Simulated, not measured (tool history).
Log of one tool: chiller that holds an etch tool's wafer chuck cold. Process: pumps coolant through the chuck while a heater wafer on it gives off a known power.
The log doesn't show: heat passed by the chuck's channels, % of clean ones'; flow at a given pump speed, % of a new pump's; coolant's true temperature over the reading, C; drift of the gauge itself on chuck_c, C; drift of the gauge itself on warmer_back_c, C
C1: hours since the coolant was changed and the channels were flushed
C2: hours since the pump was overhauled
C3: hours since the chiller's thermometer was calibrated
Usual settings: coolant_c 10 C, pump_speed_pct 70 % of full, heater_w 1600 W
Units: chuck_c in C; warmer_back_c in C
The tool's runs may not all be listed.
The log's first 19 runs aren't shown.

{"run": 20, "day": 89.588, "coolant_c": 16, "pump_speed_pct": 65, "heater_w": 1897, "C1": 4250, "C2": 2361, "C3": 1395, "chuck_c": 34.1, "warmer_back_c": 7.7}
{"run": 21, "day": 95.783, "coolant_c": 5, "pump_speed_pct": 76, "heater_w": 1600, "C1": 4399, "C2": 2510, "C3": 1544, "chuck_c": 18.6, "warmer_back_c": 5.65}
{"run": 22, "day": 100.208, "coolant_c": 14, "pump_speed_pct": 70, "heater_w": 1600, "C1": 4505, "C2": 2616, "C3": 1650, "chuck_c": 28.3, "warmer_back_c": 6.15}
{"run": 23, "day": 105.704, "coolant_c": 14, "pump_speed_pct": 70, "heater_w": 1600, "C1": 4637, "C2": 2748, "C3": 1782, "chuck_c": 28.5, "warmer_back_c": 6.22}
{"run": 24, "day": 110.65, "coolant_c": 14, "pump_speed_pct": 70, "heater_w": 1600, "C1": 4756, "C2": 2866, "C3": 1901, "chuck_c": 28.4, "warmer_back_c": 6.16}
{"run": 25, "day": 114.788, "coolant_c": 15, "pump_speed_pct": 90, "heater_w": 1600, "C1": 4855, "C2": 2966, "C3": 2000, "chuck_c": 27.1, "warmer_back_c": 4.75}
{"run": 26, "day": 119.425, "coolant_c": 7, "pump_speed_pct": 79, "heater_w": 1200, "C1": 4966, "C2": 3077, "C3": 2111, "chuck_c": 16.8, "warmer_back_c": 4.24}
{"run": 27, "day": 124.158, "coolant_c": 10, "pump_speed_pct": 93, "heater_w": 1739, "C1": 5080, "C2": 3191, "C3": 2225, "chuck_c": 22.7, "warmer_back_c": 5.08}
{"day": 125.6, "done": "coolant changed, channels flushed"}
{"run": 28, "day": 130.329, "coolant_c": 1, "pump_speed_pct": 69, "heater_w": 1296, "C1": 113, "C2": 3333, "C3": 2367, "chuck_c": 12.7, "warmer_back_c": 5.18}
{"run": 29, "day": 134.338, "coolant_c": 6, "pump_speed_pct": 92, "heater_w": 940, "C1": 210, "C2": 3429, "C3": 2463, "chuck_c": 12.9, "warmer_back_c": 2.97}
{"day": 139.942, "done": "gauge calibrated"}
{"run": 30, "day": 139.942, "coolant_c": 20, "pump_speed_pct": 64, "heater_w": 2020, "C1": 344, "C2": 3564, "C3": 2598, "chuck_c": 39.3, "warmer_back_c": 8.05}
{"run": 31, "day": 144.996, "coolant_c": 2, "pump_speed_pct": 81, "heater_w": 2020, "C1": 466, "C2": 3685, "C3": 2719, "chuck_c": 18.2, "warmer_back_c": 6.28}
{"run": 32, "day": 149.279, "coolant_c": 13, "pump_speed_pct": 93, "heater_w": 1561, "C1": 568, "C2": 3788, "C3": 2822, "chuck_c": 24.4, "warmer_back_c": 4.15}

Forecast each of these 3 alternatives for the next run:
{"run": "A", "day": 154.933, "coolant_c": 12, "pump_speed_pct": 66, "heater_w": 1671, "C1": 704, "C2": 3923, "C3": 2957, "chuck_c": "?", "warmer_back_c": "?"}
{"run": "B", "day": 154.933, "coolant_c": 8, "pump_speed_pct": 70, "heater_w": 951, "C1": 704, "C2": 3923, "C3": 2957, "chuck_c": "?", "warmer_back_c": "?"}
{"run": "C", "day": 154.933, "coolant_c": 18, "pump_speed_pct": 93, "heater_w": 2195, "C1": 704, "C2": 3923, "C3": 2957, "chuck_c": "?", "warmer_back_c": "?"}

run=A chuck_c=27.8 warmer_back_c=6.48
run=B chuck_c=16.5 warmer_back_c=3.5
run=C chuck_c=33.9 warmer_back_c=5.9
Without the tool's hidden state the same runs would have given:
run=A chuck_c=27.7 warmer_back_c=6.41
run=B chuck_c=16.5 warmer_back_c=3.44
run=C chuck_c=33.9 warmer_back_c=5.84

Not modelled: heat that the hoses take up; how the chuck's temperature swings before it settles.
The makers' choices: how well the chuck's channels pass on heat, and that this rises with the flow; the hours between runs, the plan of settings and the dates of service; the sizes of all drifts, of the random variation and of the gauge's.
